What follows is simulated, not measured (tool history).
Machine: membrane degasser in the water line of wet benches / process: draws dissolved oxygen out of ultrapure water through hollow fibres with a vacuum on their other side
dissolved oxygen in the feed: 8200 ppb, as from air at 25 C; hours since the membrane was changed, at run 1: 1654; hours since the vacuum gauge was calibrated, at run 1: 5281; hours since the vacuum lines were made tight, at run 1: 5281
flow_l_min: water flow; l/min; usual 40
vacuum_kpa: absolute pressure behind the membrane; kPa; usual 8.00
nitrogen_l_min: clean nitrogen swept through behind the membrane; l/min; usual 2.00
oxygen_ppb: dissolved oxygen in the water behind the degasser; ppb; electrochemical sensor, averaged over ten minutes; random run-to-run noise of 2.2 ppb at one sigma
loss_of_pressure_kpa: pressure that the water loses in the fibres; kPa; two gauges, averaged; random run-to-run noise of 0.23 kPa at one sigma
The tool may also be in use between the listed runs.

run,hour,flow_l_min,vacuum_kpa,nitrogen_l_min,hours since the membrane was changed,hours since the vacuum gauge was calibrated,hours since the vacuum lines were made tight,oxygen_ppb,loss_of_pressure_kpa
1,0.0,40,8.00,2.00,1654,5281,5281,242.3,61.81
2,118.7,40,8.00,2.00,1773,5399,5399,234.5,61.41
3,319.0,40,5.37,2.00,1973,5600,5600,123.8,61.67
4,534.5,31,8.00,2.00,2188,5815,5815,187.2,47.97
5,682.1,55,8.00,2.00,2336,5963,5963,322.4,85.34
6,813.0,55,8.00,2.00,2467,6094,6094,321.4,85.27
7,915.3,55,8.00,2.00,2569,6196,6196,327.3,85.28
# hour 949.5: vacuum gauge calibrated
# hour 1060.3: seals of the vacuum lines changed
8,1100.1,55,8.00,2.00,2751,149,40,312.6,85.54
9,1288.6,40,8.00,2.00,2940,337,228,229.7,62.77
10,1394.4,40,8.00,1.31,3046,443,334,318.6,62.87
11,1574.4,40,8.00,2.00,3226,623,514,232.4,62.86
12,1765.5,40,8.00,2.00,3417,814,705,235.0,63.07
13,2000.1,40,8.00,2.00,3651,1049,940,237.0,63.45
14,2133.6,40,8.00,2.00,3785,1182,1073,234.5,63.30
15,2328.4,40,8.00,4.67,3980,1377,1268,118.0,63.61
16,2511.0,40,8.00,4.67,4162,1560,1451,118.9,63.75
17,2627.9,53,7.17,2.00,4279,1676,1568,259.5,83.67
18,2867.6,39,17.79,1.06,4519,1916,1807,1008.4,62.44
19,3069.1,39,17.79,1.06,4720,2118,2009,1023.6,62.43
20,3175.2,26,17.79,1.06,4827,2224,2115,740.5,41.93
21,3321.7,40,8.00,3.23,4973,2370,2261,164.9,64.22
22,3429.9,40,5.71,2.00,5081,2478,2370,141.1,64.63
23,3652.2,40,10.64,2.00,5304,2701,2592,346.0,64.67
24,3782.1,25,9.90,0.88,5433,2831,2722,411.7,40.32
25,3894.2,55,5.98,1.60,5546,2943,2834,250.0,89.44
26,4049.9,49,8.00,2.00,5701,3098,2990,292.5,79.85
27,4296.1,49,8.00,2.00,5947,3345,3236,292.9,80.22
28,4485.1,46,7.39,5.13,6136,3534,3425,123.7,75.72
29,4608.6,29,8.13,2.32,6260,3657,3548,159.9,47.80
30,4851.7,30,13.82,2.00,6503,3900,3791,369.6,49.70
31,5069.7,30,10.89,2.00,6721,4118,4009,282.2,49.92

For some of the steps in oxygen_ppb from one run to the next: how much would appear even if the tool had no hidden state, given the settings, what came in and random variation, and how much remains for the hidden state plus any gauge scatter that the measured result and the result without hidden state don't share?
What the log doesn't record here: membrane still open, %; true pressure behind the membrane over the reading, kPa; air that leaks in behind the membrane, l/min; drift of the gauge itself on oxygen_ppb, %; drift of the gauge itself on loss_of_pressure_kpa, %.
Run 4 -> 5: flow_l_min 31 -> 55. oxygen_ppb +135.2 ppb: hidden state +9.7, all else +125.5.
Run 7 -> 8: vacuum gauge calibrated, seals of the vacuum lines changed. oxygen_ppb -14.7 ppb: hidden state -16.7, all else +2.0.
Run 17 -> 18: flow_l_min 53 -> 39, vacuum_kpa 7.17 -> 17.79, nitrogen_l_min 2.00 -> 1.06. oxygen_ppb +748.9 ppb: hidden state -1.1, all else +750.0.
Run 19 -> 20: flow_l_min 39 -> 26. oxygen_ppb -283.1 ppb: hidden state -3.4, all else -279.7.
Run 20 -> 21: flow_l_min 26 -> 40, vacuum_kpa 17.79 -> 8.00, nitrogen_l_min 1.06 -> 3.23. oxygen_ppb -575.6 ppb: hidden state -1.3, all else -574.3.
Run 24 -> 25: flow_l_min 25 -> 55, vacuum_kpa 9.90 -> 5.98, nitrogen_l_min 0.88 -> 1.60. oxygen_ppb -161.7 ppb: hidden state +12.3, all else -174.0.
